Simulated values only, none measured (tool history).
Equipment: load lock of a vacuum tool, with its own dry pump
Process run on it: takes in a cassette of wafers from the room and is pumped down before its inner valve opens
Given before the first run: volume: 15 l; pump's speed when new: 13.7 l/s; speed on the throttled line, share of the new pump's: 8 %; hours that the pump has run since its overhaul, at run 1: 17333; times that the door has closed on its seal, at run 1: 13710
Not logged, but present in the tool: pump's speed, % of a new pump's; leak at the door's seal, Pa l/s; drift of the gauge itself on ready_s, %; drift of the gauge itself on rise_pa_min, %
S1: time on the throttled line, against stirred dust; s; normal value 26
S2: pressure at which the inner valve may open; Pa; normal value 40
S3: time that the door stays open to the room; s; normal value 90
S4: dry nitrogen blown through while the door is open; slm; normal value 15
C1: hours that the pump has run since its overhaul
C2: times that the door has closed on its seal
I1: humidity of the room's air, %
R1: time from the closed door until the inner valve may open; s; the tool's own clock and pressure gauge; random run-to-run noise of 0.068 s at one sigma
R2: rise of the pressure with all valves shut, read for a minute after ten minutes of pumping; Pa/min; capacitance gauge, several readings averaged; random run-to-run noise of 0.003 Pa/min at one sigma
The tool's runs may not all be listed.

run 1 hour=0.0 | S1=26 S2=40 S3=90 S4=15 | C1=17333 C2=13710 | I1=44.5 | R1=33.70 R2=0.071
run 2 hour=316.8 | S1=20 S2=40 S3=90 S4=15 | C1=17649 C2=14392 | I1=46.1 | R1=28.32 R2=0.066
run 3 hour=946.1 | S1=20 S2=40 S3=90 S4=15 | C1=18279 C2=15745 | I1=46.9 | R1=28.37 R2=0.074
run 4 hour=1675.4 | S1=26 S2=40 S3=90 S4=15 | C1=19008 C2=17313 | I1=44.2 | R1=33.88 R2=0.078
run 5 hour=2071.4 | S1=26 S2=40 S3=90 S4=15 | C1=19404 C2=18165 | I1=44.3 | R1=33.88 R2=0.083
run 6 hour=2602.9 | S1=26 S2=40 S3=90 S4=12 | C1=19936 C2=19308 | I1=44.9 | R1=33.95 R2=0.087
run 7 hour=3146.8 | S1=26 S2=40 S3=90 S4=12 | C1=20479 C2=20478 | I1=45.8 | R1=33.89 R2=0.089
run 8 hour=3489.3 | S1=26 S2=40 S3=90 S4=9 | C1=20822 C2=21214 | I1=47.5 | R1=34.15 R2=0.095
run 9 hour=3788.9 | S1=26 S2=40 S3=90 S4=15 | C1=21122 C2=21859 | I1=47.0 | R1=33.99 R2=0.085
run 10 hour=4287.1 | S1=26 S2=40 S3=90 S4=15 | C1=21620 C2=22930 | I1=45.7 | R1=34.00 R2=0.091
run 11 hour=4997.3 | S1=26 S2=40 S3=90 S4=15 | C1=22330 C2=24458 | I1=42.9 | R1=34.32 R2=0.090
-- hour=5254.4 dry pump taken out, an overhauled one fitted
run 12 hour=5677.0 | S1=26 S2=40 S3=90 S4=15 | C1=423 C2=25906 | I1=45.8 | R1=32.58 R2=0.100
run 13 hour=6167.9 | S1=26 S2=40 S3=90 S4=15 | C1=913 C2=26962 | I1=45.7 | R1=32.68 R2=0.099
run 14 hour=6545.9 | S1=26 S2=44 S3=90 S4=15 | C1=1291 C2=27775 | I1=42.9 | R1=32.57 R2=0.103
run 15 hour=6898.0 | S1=26 S2=40 S3=90 S4=15 | C1=1644 C2=28532 | I1=46.4 | R1=32.74 R2=0.111
run 16 hour=7347.4 | S1=26 S2=44 S3=90 S4=15 | C1=2093 C2=29499 | I1=43.9 | R1=32.64 R2=0.100
run 17 hour=7970.3 | S1=26 S2=80 S3=90 S4=15 | C1=2716 C2=30838 | I1=45.9 | R1=31.90 R2=0.110
run 18 hour=8354.5 | S1=26 S2=40 S3=90 S4=27 | C1=3100 C2=31664 | I1=44.8 | R1=32.84 R2=0.106
run 19 hour=8869.2 | S1=26 S2=40 S3=90 S4=27 | C1=3615 C2=32771 | I1=46.3 | R1=32.80 R2=0.104
run 20 hour=9183.1 | S1=36 S2=32 S3=217 S4=12 | C1=3929 C2=33447 | I1=44.5 | R1=42.05 R2=0.155
run 21 hour=9516.7 | S1=36 S2=32 S3=217 S4=12 | C1=4262 C2=34164 | I1=48.1 | R1=42.13 R2=0.157
run 22 hour=9908.7 | S1=36 S2=32 S3=47 S4=5 | C1=4654 C2=35007 | I1=47.5 | R1=42.22 R2=0.123
run 23 hour=10223.7 | S1=26 S2=40 S3=90 S4=19 | C1=4969 C2=35685 | I1=44.5 | R1=32.92 R2=0.117
run 24 hour=10545.6 | S1=26 S2=28 S3=45 S4=9 | C1=5291 C2=36377 | I1=44.4 | R1=33.42 R2=0.124
run 25 hour=10929.2 | S1=26 S2=41 S3=45 S4=28 | C1=5675 C2=37202 | I1=44.5 | R1=33.01 R2=0.099
run 26 hour=11546.1 | S1=26 S2=41 S3=45 S4=28 | C1=6292 C2=38528 | I1=46.7 | R1=32.95 R2=0.114
run 27 hour=12026.0 | S1=26 S2=79 S3=180 S4=14 | C1=6772 C2=39561 | I1=43.4 | R1=32.25 R2=0.165
run 28 hour=12580.7 | S1=26 S2=32 S3=180 S4=6 | C1=7326 C2=40753 | I1=38.5 | R1=33.38 R2=0.179
run 29 hour=12994.3 | S1=26 S2=32 S3=180 S4=6 | C1=7740 C2=41643 | I1=46.8 | R1=33.41 R2=0.195
run 30 hour=13316.7 | S1=23 S2=40 S3=209 S4=15 | C1=8062 C2=42336 | I1=46.9 | R1=30.35 R2=0.180
run 31 hour=14000.7 | S1=14 S2=40 S3=108 S4=13 | C1=8746 C2=43807 | I1=46.8 | R1=22.22 R2=0.165
run 32 hour=14342.2 | S1=14 S2=40 S3=102 S4=7 | C1=9088 C2=44542 | I1=44.3 | R1=22.47 R2=0.173
run 33 hour=15074.4 | S1=14 S2=40 S3=102 S4=7 | C1=9820 C2=46116 | I1=44.2 | R1=22.39 R2=0.178
run 34 hour=15523.5 | S1=26 S2=40 S3=65 S4=15 | C1=10269 C2=47082 | I1=44.1 | R1=33.25 R2=0.154
run 35 hour=16188.6 | S1=26 S2=63 S3=65 S4=15 | C1=10934 C2=48513 | I1=46.7 | R1=32.76 R2=0.160
run 36 hour=16708.1 | S1=26 S2=63 S3=65 S4=15 | C1=11454 C2=49630 | I1=49.4 | R1=32.75 R2=0.172

Per-run results on a tool with no hidden state, each run keeping its own random variation:
run=1 R1=32.39 R2=0.052
run=2 R1=26.88 R2=0.047
run=3 R1=26.88 R2=0.051
run=4 R1=32.43 R2=0.053
run=5 R1=32.40 R2=0.055
run=6 R1=32.42 R2=0.057
run=7 R1=32.31 R2=0.056
run=8 R1=32.54 R2=0.061
run=9 R1=32.35 R2=0.049
run=10 R1=32.32 R2=0.053
run=11 R1=32.56 R2=0.048
run=12 R1=32.40 R2=0.054
run=13 R1=32.47 R2=0.050
run=14 R1=32.34 R2=0.052
run=15 R1=32.48 R2=0.057
run=16 R1=32.36 R2=0.044
run=17 R1=31.61 R2=0.049
run=18 R1=32.49 R2=0.043
run=19 R1=32.41 R2=0.038
run=20 R1=41.68 R2=0.086
run=21 R1=41.73 R2=0.088
run=22 R1=41.80 R2=0.051
run=23 R1=32.43 R2=0.043
run=24 R1=32.88 R2=0.047
run=25 R1=32.48 R2=0.019
run=26 R1=32.38 R2=0.029
run=27 R1=31.71 R2=0.076
run=28 R1=32.70 R2=0.088
run=29 R1=32.70 R2=0.102
run=30 R1=29.62 R2=0.083
run=31 R1=21.34 R2=0.061
run=32 R1=21.56 R2=0.069
run=33 R1=21.43 R2=0.066
run=34 R1=32.38 R2=0.039
run=35 R1=31.91 R2=0.041
run=36 R1=31.86 R2=0.047
